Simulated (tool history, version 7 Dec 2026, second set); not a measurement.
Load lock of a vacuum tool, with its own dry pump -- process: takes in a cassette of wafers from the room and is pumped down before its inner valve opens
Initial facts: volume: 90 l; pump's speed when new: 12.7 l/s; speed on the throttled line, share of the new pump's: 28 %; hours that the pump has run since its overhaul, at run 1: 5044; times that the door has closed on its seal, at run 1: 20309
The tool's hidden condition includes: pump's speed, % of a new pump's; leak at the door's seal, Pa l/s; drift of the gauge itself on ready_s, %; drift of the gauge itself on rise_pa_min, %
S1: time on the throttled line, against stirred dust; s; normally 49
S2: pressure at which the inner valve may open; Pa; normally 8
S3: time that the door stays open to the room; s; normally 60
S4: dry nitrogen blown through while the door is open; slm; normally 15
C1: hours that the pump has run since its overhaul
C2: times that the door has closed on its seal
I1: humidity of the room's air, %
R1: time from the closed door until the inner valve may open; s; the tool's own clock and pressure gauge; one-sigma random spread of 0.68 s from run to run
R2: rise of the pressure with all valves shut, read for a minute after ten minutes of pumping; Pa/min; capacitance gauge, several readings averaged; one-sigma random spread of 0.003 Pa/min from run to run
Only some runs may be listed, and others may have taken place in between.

{"run": 1, "hour": 0.0, "S1": 49, "S2": 8, "S3": 60, "S4": 15, "C1": 5044, "C2": 20309, "I1": 45.3, "R1": 104.9, "R2": 0.154}
{"run": 2, "hour": 117.6, "S1": 49, "S2": 8, "S3": 108, "S4": 15, "C1": 5162, "C2": 20606, "I1": 43.5, "R1": 103.4, "R2": 0.165}
{"run": 3, "hour": 274.8, "S1": 49, "S2": 8, "S3": 108, "S4": 15, "C1": 5319, "C2": 21003, "I1": 46.5, "R1": 103.1, "R2": 0.165}
{"run": 4, "hour": 364.1, "S1": 49, "S2": 8, "S3": 108, "S4": 15, "C1": 5408, "C2": 21228, "I1": 43.2, "R1": 103.3, "R2": 0.169}
{"run": 5, "hour": 451.1, "S1": 49, "S2": 8, "S3": 108, "S4": 10, "C1": 5495, "C2": 21448, "I1": 47.5, "R1": 103.8, "R2": 0.183}
{"run": 6, "hour": 566.0, "S1": 49, "S2": 8, "S3": 108, "S4": 10, "C1": 5610, "C2": 21738, "I1": 43.7, "R1": 103.5, "R2": 0.183}
{"run": 7, "hour": 643.1, "S1": 49, "S2": 8, "S3": 108, "S4": 10, "C1": 5687, "C2": 21932, "I1": 45.6, "R1": 104.2, "R2": 0.19}
{"run": 8, "hour": 724.8, "S1": 49, "S2": 7, "S3": 108, "S4": 10, "C1": 5769, "C2": 22139, "I1": 45.9, "R1": 105.8, "R2": 0.187}
{"run": 9, "hour": 867.2, "S1": 49, "S2": 7, "S3": 108, "S4": 10, "C1": 5911, "C2": 22498, "I1": 43.3, "R1": 104.3, "R2": 0.188}
{"run": 10, "hour": 940.3, "S1": 49, "S2": 7, "S3": 108, "S4": 11, "C1": 5984, "C2": 22683, "I1": 44.0, "R1": 105.6, "R2": 0.19}
{"run": 11, "hour": 1072.6, "S1": 74, "S2": 7, "S3": 108, "S4": 11, "C1": 6117, "C2": 23017, "I1": 43.9, "R1": 124.2, "R2": 0.19}
{"run": 12, "hour": 1211.0, "S1": 74, "S2": 7, "S3": 108, "S4": 11, "C1": 6255, "C2": 23366, "I1": 45.2, "R1": 123.6, "R2": 0.202}
{"run": 13, "hour": 1290.6, "S1": 74, "S2": 7, "S3": 108, "S4": 11, "C1": 6335, "C2": 23567, "I1": 44.3, "R1": 123.2, "R2": 0.195}
{"run": 14, "hour": 1387.7, "S1": 49, "S2": 8, "S3": 60, "S4": 15, "C1": 6432, "C2": 23812, "I1": 46.4, "R1": 104.5, "R2": 0.194}
{"run": 15, "hour": 1495.9, "S1": 49, "S2": 8, "S3": 60, "S4": 15, "C1": 6540, "C2": 24085, "I1": 46.1, "R1": 103.9, "R2": 0.203}
{"run": 16, "hour": 1603.0, "S1": 49, "S2": 8, "S3": 60, "S4": 15, "C1": 6647, "C2": 24356, "I1": 46.1, "R1": 106.2, "R2": 0.204}
{"run": 17, "hour": 1694.7, "S1": 29, "S2": 9, "S3": 60, "S4": 6, "C1": 6739, "C2": 24587, "I1": 44.9, "R1": 88.2, "R2": 0.218}
{"run": 18, "hour": 1795.2, "S1": 93, "S2": 7, "S3": 60, "S4": 40, "C1": 6839, "C2": 24841, "I1": 45.7, "R1": 139.1, "R2": 0.203}
{"run": 19, "hour": 1951.9, "S1": 45, "S2": 7, "S3": 60, "S4": 15, "C1": 6996, "C2": 25237, "I1": 46.7, "R1": 103.1, "R2": 0.215}
{"run": 20, "hour": 2107.7, "S1": 45, "S2": 7, "S3": 105, "S4": 18, "C1": 7152, "C2": 25630, "I1": 44.4, "R1": 102.4, "R2": 0.215}
{"run": 21, "hour": 2192.4, "S1": 45, "S2": 8, "S3": 108, "S4": 18, "C1": 7237, "C2": 25844, "I1": 47.0, "R1": 101.7, "R2": 0.228}
{"run": 22, "hour": 2331.4, "S1": 30, "S2": 9, "S3": 225, "S4": 20, "C1": 7375, "C2": 26194, "I1": 44.4, "R1": 90.3, "R2": 0.241}
{"run": 23, "hour": 2482.8, "S1": 49, "S2": 8, "S3": 37, "S4": 4, "C1": 7527, "C2": 26577, "I1": 43.9, "R1": 104.4, "R2": 0.236}
{"run": 24, "hour": 2642.2, "S1": 49, "S2": 8, "S3": 52, "S4": 18, "C1": 7686, "C2": 26979, "I1": 48.7, "R1": 104.7, "R2": 0.231}
{"run": 25, "hour": 2778.8, "S1": 49, "S2": 7, "S3": 60, "S4": 15, "C1": 7823, "C2": 27324, "I1": 44.1, "R1": 106.1, "R2": 0.24}
{"run": 26, "hour": 2936.3, "S1": 30, "S2": 11, "S3": 60, "S4": 15, "C1": 7980, "C2": 27722, "I1": 45.1, "R1": 88.4, "R2": 0.239}
{"run": 27, "hour": 3029.6, "S1": 30, "S2": 11, "S3": 60, "S4": 15, "C1": 8074, "C2": 27957, "I1": 42.2, "R1": 88.7, "R2": 0.246}
{"run": 28, "hour": 3134.7, "S1": 30, "S2": 11, "S3": 60, "S4": 15, "C1": 8179, "C2": 28222, "I1": 45.2, "R1": 89.4, "R2": 0.257}
{"run": 29, "hour": 3244.0, "S1": 49, "S2": 8, "S3": 168, "S4": 15, "C1": 8288, "C2": 28499, "I1": 46.6, "R1": 105.4, "R2": 0.267}

Each row is a separate what-if for the run after 29, all from the same tool condition, not one after another. Results?
{"run": "A", "hour": 3357.6, "S1": 43, "S2": 6, "S3": 148, "S4": 15, "C1": 8402, "C2": 28785, "I1": 42.3, "R1": "?", "R2": "?"}
{"run": "B", "hour": 3357.6, "S1": 82, "S2": 6, "S3": 26, "S4": 15, "C1": 8402, "C2": 28785, "I1": 45.7, "R1": "?", "R2": "?"}
{"run": "C", "hour": 3357.6, "S1": 51, "S2": 8, "S3": 45, "S4": 26, "C1": 8402, "C2": 28785, "I1": 45.4, "R1": "?", "R2": "?"}
{"run": "D", "hour": 3357.6, "S1": 49, "S2": 14, "S3": 60, "S4": 15, "C1": 8402, "C2": 28785, "I1": 49.9, "R1": "?", "R2": "?"}
{"run": "E", "hour": 3357.6, "S1": 53, "S2": 8, "S3": 60, "S4": 12, "C1": 8402, "C2": 28785, "I1": 48.5, "R1": "?", "R2": "?"}

run=A R1=103.3 R2=0.274
run=B R1=130.3 R2=0.253
run=C R1=106.1 R2=0.254
run=D R1=99.9 R2=0.255
run=E R1=106.8 R2=0.253
What these runs would have given with no unlogged condition in the tool:
run=A R1=100.6 R2=0.027
run=B R1=128.1 R2=0.006
run=C R1=103.5 R2=0.010
run=D R1=97.6 R2=0.009
run=E R1=104.2 R2=0.012

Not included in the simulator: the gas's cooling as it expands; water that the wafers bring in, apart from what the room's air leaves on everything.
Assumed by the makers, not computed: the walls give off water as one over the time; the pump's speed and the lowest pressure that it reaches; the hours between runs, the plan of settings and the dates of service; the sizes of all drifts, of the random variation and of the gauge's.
